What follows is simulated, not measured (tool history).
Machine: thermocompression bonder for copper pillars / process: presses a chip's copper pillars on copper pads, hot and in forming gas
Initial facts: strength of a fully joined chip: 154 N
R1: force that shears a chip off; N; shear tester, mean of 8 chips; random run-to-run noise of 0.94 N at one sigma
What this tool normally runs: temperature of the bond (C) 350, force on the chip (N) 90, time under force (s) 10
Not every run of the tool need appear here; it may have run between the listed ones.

Run 1, hour 0.0: usual settings. Result: R1 68.8 N.
Run 2, hour 18.3: usual settings but temperature of the bond (C) 335. Result: R1 60.2 N.
Run 3, hour 34.3: usual settings. Result: R1 66.1 N.
Run 4, hour 48.6: usual settings. Result: R1 67.5 N.
Run 5, hour 59.0: usual settings. Result: R1 65.8 N.
Run 6, hour 70.6: usual settings. Result: R1 64.5 N.
At hour 74.0: force cell calibrated.
At hour 90.3: forming gas filter changed.
Run 7, hour 94.8: usual settings but temperature of the bond (C) 332. Result: R1 62.4 N.
Run 8, hour 108.8: usual settings but temperature of the bond (C) 332. Result: R1 62.1 N.
Run 9, hour 121.7: usual settings but temperature of the bond (C) 336. Result: R1 63.5 N.
Run 10, hour 131.6: usual settings but temperature of the bond (C) 336. Result: R1 64.8 N.
Run 11, hour 145.6: usual settings but temperature of the bond (C) 356. Result: R1 75.0 N.

The next listed run, before its measurement:
Run 12, hour 163.4: usual settings but temperature of the bond (C) 372, force on the chip (N) 116. Result: R1 ?.

R1: 97.1 N
Had the tool carried no hidden state, the very same run would have given R1 107.9 N.

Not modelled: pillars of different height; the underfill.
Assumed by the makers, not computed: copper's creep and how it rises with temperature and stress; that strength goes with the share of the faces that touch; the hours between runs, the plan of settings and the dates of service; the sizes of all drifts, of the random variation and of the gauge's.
